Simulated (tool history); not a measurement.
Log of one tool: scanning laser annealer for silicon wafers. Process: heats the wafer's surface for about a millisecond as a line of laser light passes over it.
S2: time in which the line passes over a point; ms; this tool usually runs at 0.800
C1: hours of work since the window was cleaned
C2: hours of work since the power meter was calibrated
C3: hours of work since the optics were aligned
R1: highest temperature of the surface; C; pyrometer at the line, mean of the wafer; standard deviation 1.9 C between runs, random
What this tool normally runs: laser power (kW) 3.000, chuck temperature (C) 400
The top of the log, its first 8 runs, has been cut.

run 9 hour=224.4 | laser_power_(kW)=3.000 S2=0.968 chuck_temperature_(C)=400 | C1=191 C2=457 C3=583 | R1=1208
run 10 hour=263.3 | laser_power_(kW)=2.573 S2=0.800 chuck_temperature_(C)=400 | C1=209 C2=475 C3=600 | R1=1032
run 11 hour=290.2 | laser_power_(kW)=2.573 S2=0.800 chuck_temperature_(C)=400 | C1=221 C2=487 C3=613 | R1=1033
run 12 hour=308.0 | laser_power_(kW)=2.573 S2=0.800 chuck_temperature_(C)=409 | C1=229 C2=495 C3=621 | R1=1040
run 13 hour=332.9 | laser_power_(kW)=2.573 S2=0.800 chuck_temperature_(C)=409 | C1=240 C2=506 C3=632 | R1=1042
run 14 hour=350.1 | laser_power_(kW)=2.573 S2=0.800 chuck_temperature_(C)=409 | C1=248 C2=514 C3=640 | R1=1040
run 15 hour=375.6 | laser_power_(kW)=2.573 S2=0.800 chuck_temperature_(C)=361 | C1=260 C2=526 C3=652 | R1=991
run 16 hour=403.1 | laser_power_(kW)=3.000 S2=0.800 chuck_temperature_(C)=418 | C1=272 C2=538 C3=664 | R1=1158
run 17 hour=440.9 | laser_power_(kW)=3.000 S2=0.800 chuck_temperature_(C)=400 | C1=290 C2=555 C3=681 | R1=1138
run 18 hour=472.5 | laser_power_(kW)=3.000 S2=0.800 chuck_temperature_(C)=400 | C1=304 C2=570 C3=696 | R1=1133
run 19 hour=493.2 | laser_power_(kW)=2.954 S2=0.623 chuck_temperature_(C)=400 | C1=313 C2=579 C3=705 | R1=1048
-- hour=498.3 window over the wafer cleaned
run 20 hour=529.2 | laser_power_(kW)=3.133 S2=0.719 chuck_temperature_(C)=399 | C1=14 C2=595 C3=721 | R1=1128
run 21 hour=559.3 | laser_power_(kW)=3.133 S2=0.719 chuck_temperature_(C)=399 | C1=28 C2=608 C3=734 | R1=1130
-- hour=567.6 window over the wafer cleaned, once more
run 22 hour=583.0 | laser_power_(kW)=3.000 S2=0.880 chuck_temperature_(C)=425 | C1=7 C2=618 C3=744 | R1=1204
run 23 hour=609.9 | laser_power_(kW)=3.000 S2=0.880 chuck_temperature_(C)=425 | C1=19 C2=630 C3=756 | R1=1207
run 24 hour=641.8 | laser_power_(kW)=3.259 S2=0.880 chuck_temperature_(C)=420 | C1=34 C2=645 C3=771 | R1=1276
run 25 hour=677.8 | laser_power_(kW)=3.259 S2=0.880 chuck_temperature_(C)=420 | C1=50 C2=661 C3=787 | R1=1272
run 26 hour=700.0 | laser_power_(kW)=3.259 S2=0.601 chuck_temperature_(C)=390 | C1=60 C2=671 C3=797 | R1=1108

What does the tool deliver on the next run?
run 27 hour=739.8 | laser_power_(kW)=3.259 S2=0.601 chuck_temperature_(C)=390 | C1=78 C2=690 C3=816 | R1=?

R1: 1109 C
If the tool had no hidden condition, the same run with the same run-to-run variation would have returned R1 1124 C.
